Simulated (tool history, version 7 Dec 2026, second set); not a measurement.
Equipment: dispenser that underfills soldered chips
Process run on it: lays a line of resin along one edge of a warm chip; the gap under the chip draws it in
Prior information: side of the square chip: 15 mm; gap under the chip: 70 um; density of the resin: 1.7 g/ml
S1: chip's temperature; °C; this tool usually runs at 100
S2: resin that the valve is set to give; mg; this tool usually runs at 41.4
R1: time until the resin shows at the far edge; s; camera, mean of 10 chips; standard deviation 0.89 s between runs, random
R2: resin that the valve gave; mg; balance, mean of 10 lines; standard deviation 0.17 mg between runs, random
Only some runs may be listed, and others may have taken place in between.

run 1 hour=0 | S1=100 S2=41.4 | R1=113.3 R2=40.71
-- hour=2.2 new syringe of resin
run 2 hour=4.5 | S1=100 S2=42.9 | R1=93.6 R2=42.34
-- hour=10 new syringe of resin
run 3 hour=13.9 | S1=100 S2=39.2 | R1=102.6 R2=38.5
-- hour=17.8 new syringe of resin
run 4 hour=23 | S1=92 S2=41.4 | R1=145.5 R2=40.11
-- hour=25.8 new syringe of resin
-- hour=29.1 dispensing valve cleaned and set on the balance
run 5 hour=29.7 | S1=100 S2=36.2 | R1=97.5 R2=36.45
-- hour=35.1 new syringe of resin
run 6 hour=36.8 | S1=100 S2=36.2 | R1=91.2 R2=35.91
run 7 hour=41.6 | S1=100 S2=41.4 | R1=116.4 R2=41.04
-- hour=43.2 new syringe of resin
run 8 hour=47.5 | S1=100 S2=41.4 | R1=103.3 R2=41.12
-- hour=51.1 new syringe of resin
run 9 hour=54 | S1=100 S2=41.4 | R1=96.6 R2=40.56
-- hour=58.7 new syringe of resin
run 10 hour=61.1 | S1=100 S2=41.4 | R1=95.5 R2=40.55
-- hour=66.6 new syringe of resin
run 11 hour=70.3 | S1=88 S2=41.4 | R1=157.5 R2=40.14
-- hour=74.4 new syringe of resin
run 12 hour=75.7 | S1=100 S2=41.6 | R1=89.9 R2=40.58
run 13 hour=80.6 | S1=100 S2=41.4 | R1=115.6 R2=40.14
-- hour=82.1 new syringe of resin
-- hour=87 dispensing valve cleaned and set on the balance
run 14 hour=87.1 | S1=111 S2=41.4 | R1=66.3 R2=41.19
-- hour=90.8 new syringe of resin
run 15 hour=92.1 | S1=111 S2=41.4 | R1=58.4 R2=41.36
-- hour=98.5 new syringe of resin
run 16 hour=101 | S1=100 S2=37.8 | R1=94.7 R2=37.44
-- hour=106.3 new syringe of resin
run 17 hour=108.7 | S1=100 S2=37.8 | R1=94.3 R2=37.39
-- hour=114.1 new syringe of resin
run 18 hour=114.1 | S1=100 S2=37.8 | R1=83.5 R2=37.28
run 19 hour=117.8 | S1=100 S2=37.8 | R1=103.5 R2=37.08
-- hour=121.9 new syringe of resin
run 20 hour=123.9 | S1=94 S2=39 | R1=116.2 R2=38.21
run 21 hour=128.3 | S1=101 S2=38.4 | R1=112.5 R2=37.41
-- hour=129.9 new syringe of resin
run 22 hour=133 | S1=101 S2=38.4 | R1=96 R2=37.17
-- hour=137.6 new syringe of resin
run 23 hour=142.2 | S1=100 S2=38.8 | R1=106.6 R2=37.42
-- hour=144.9 dispensing valve cleaned and set on the balance
-- hour=146.3 new syringe of resin
run 24 hour=151 | S1=103 S2=38.8 | R1=95 R2=38.72
-- hour=154.5 new syringe of resin
run 25 hour=159.4 | S1=103 S2=38.8 | R1=95.8 R2=38.52
-- hour=162.6 new syringe of resin
run 26 hour=166 | S1=103 S2=44.2 | R1=86.8 R2=43.82
-- hour=170.8 new syringe of resin
run 27 hour=175.3 | S1=102 S2=38.9 | R1=97.4 R2=38.23
-- hour=178.4 new syringe of resin
run 28 hour=183.7 | S1=102 S2=38.9 | R1=101 R2=37.71
-- hour=186.3 new syringe of resin
run 29 hour=192 | S1=109 S2=50.1 | R1=75.7 R2=48.19
-- hour=194 new syringe of resin
run 30 hour=200.7 | S1=100 S2=40.7 | R1=116 R2=39.28
-- hour=202 new syringe of resin
-- hour=203.6 dispensing valve cleaned and set on the balance
run 31 hour=208.8 | S1=100 S2=40.7 | R1=110 R2=40.4

Each row is a separate what-if for the run after 31, all from the same tool condition, not one after another. Results?
-- hour=210.7 new syringe of resin
run A hour=216.7 | S1=107 S2=44.1 | R1=? R2=?
-- hour=210.7 new syringe of resin
run B hour=216.7 | S1=89 S2=43.6 | R1=? R2=?
-- hour=210.7 new syringe of resin
run C hour=216.7 | S1=109 S2=46.1 | R1=? R2=?
-- hour=210.7 new syringe of resin
run D hour=216.7 | S1=105 S2=41.4 | R1=? R2=?

run=A R1=83.8 R2=44.06
run=B R1=165.9 R2=43.57
run=C R1=78.1 R2=45.77
run=D R1=92.6 R2=40.94
Without the tool's hidden state the same runs would have given:
run=A R1=63.7 R2=44.38
run=B R1=126.9 R2=43.89
run=C R1=59.4 R2=46.1
run=D R1=70.5 R2=41.24
